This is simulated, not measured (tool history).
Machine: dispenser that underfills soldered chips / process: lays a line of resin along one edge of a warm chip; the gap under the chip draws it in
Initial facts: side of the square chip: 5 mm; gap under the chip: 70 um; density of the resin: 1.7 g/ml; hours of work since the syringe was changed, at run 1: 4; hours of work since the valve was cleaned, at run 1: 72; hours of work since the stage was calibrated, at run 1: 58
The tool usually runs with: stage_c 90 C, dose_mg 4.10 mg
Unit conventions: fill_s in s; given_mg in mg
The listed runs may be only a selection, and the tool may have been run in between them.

run	day	stage_c	dose_mg	hours of work since the syringe was changed	hours of work since the valve was cleaned	hours of work since the stage was calibrated	fill_s	given_mg
1	0.000	90	4.10	4	72	58	22.3	3.89
# day 0.150: new syringe of resin
2	0.283	90	4.10	2	77	63	19.6	3.91
# day 0.446: dispensing valve cleaned and set on the balance
3	0.554	90	4.10	7	2	67	24.3	4.10
# day 0.596: new syringe of resin
4	0.888	90	4.10	5	8	72	22.9	4.08
# day 0.975: new syringe of resin
5	1.162	89	4.10	3	12	77	20.9	4.06
# day 1.371: new syringe of resin
6	1.371	90	4.10	0	16	81	16.6	4.06
7	1.517	90	4.10	3	19	83	19.4	4.06
8	1.683	90	3.65	6	22	86	24.9	3.60
# day 1.762: new syringe of resin
9	1.929	90	3.65	3	26	91	21.1	3.60
10	2.112	90	3.65	6	29	94	24.9	3.59
# day 2.154: new syringe of resin
11	2.467	90	3.65	6	35	100	24.1	3.57
# day 2.542: new syringe of resin
12	2.800	80	4.10	5	41	106	35.9	3.97
# day 2.938: new syringe of resin
13	3.042	90	4.88	2	45	110	18.1	4.75
14	3.279	100	4.88	6	49	114	16.0	4.72
# day 3.321: new syringe of resin
15	3.612	100	4.88	5	55	120	15.3	4.69
# day 3.704: new syringe of resin
16	3.958	90	4.10	5	61	126	22.7	3.92
# day 4.108: new syringe of resin
17	4.154	90	4.10	1	65	129	17.7	3.90
18	4.462	97	3.66	6	70	135	19.2	3.47
# day 4.500: new syringe of resin
19	4.796	90	3.88	5	76	141	24.1	3.67
# day 4.883: new syringe of resin
# day 5.021: dispensing valve cleaned and set on the balance
20	5.171	82	5.10	4	3	146	31.3	5.09
# day 5.321: new syringe of resin
21	5.442	82	5.10	2	7	151	26.5	5.09
22	5.592	78	4.99	5	10	154	38.3	4.97
# day 5.712: new syringe of resin
23	5.829	95	3.59	2	14	158	15.5	3.55
# day 6.104: new syringe of resin
24	6.138	86	3.69	1	20	163	20.8	3.68
25	6.458	89	3.58	6	25	169	27.4	3.51
# day 6.496: new syringe of resin
26	6.833	104	4.89	6	32	175	13.4	4.81
# day 6.879: new syringe of resin
27	6.992	92	3.91	2	34	178	17.2	3.82
28	7.212	92	3.91	6	38	182	22.0	3.80
# day 7.271: new syringe of resin
29	7.542	90	4.55	5	44	188	22.4	4.44
# day 7.679: new syringe of resin
30	7.908	90	4.55	4	51	194	21.3	4.40
# day 8.062: new syringe of resin
31	8.271	90	4.42	4	57	200	20.9	4.27
# day 8.458: new syringe of resin
32	8.633	90	4.42	3	63	207	20.4	4.27
# day 8.850: new syringe of resin
33	8.850	94	4.14	0	67	210	14.2	3.95
34	9.183	92	3.56	6	73	216	24.1	3.38

Alternative continuations, all from the tool just after run 34; predict every row:
# day 9.246: new syringe of resin
A	9.354	92	3.56	2	76	219	?	?
# day 9.246: new syringe of resin
B	9.354	101	4.10	2	76	219	?	?
# day 9.246: new syringe of resin
C	9.354	81	3.68	2	76	219	?	?
# day 9.246: new syringe of resin
D	9.354	88	3.67	2	76	219	?	?
# day 9.246: new syringe of resin
E	9.354	103	4.16	2	76	219	?	?

run	fill_s	given_mg
A	17.8	3.34
B	11.8	3.90
C	30.3	3.48
D	21.5	3.46
E	11.2	3.98
Stripped of hidden state, with their random variation kept, the same runs would have yielded:
run	fill_s	given_mg
A	14.8	3.52
B	10.0	4.12
C	25.3	3.67
D	17.9	3.65
E	9.5	4.19
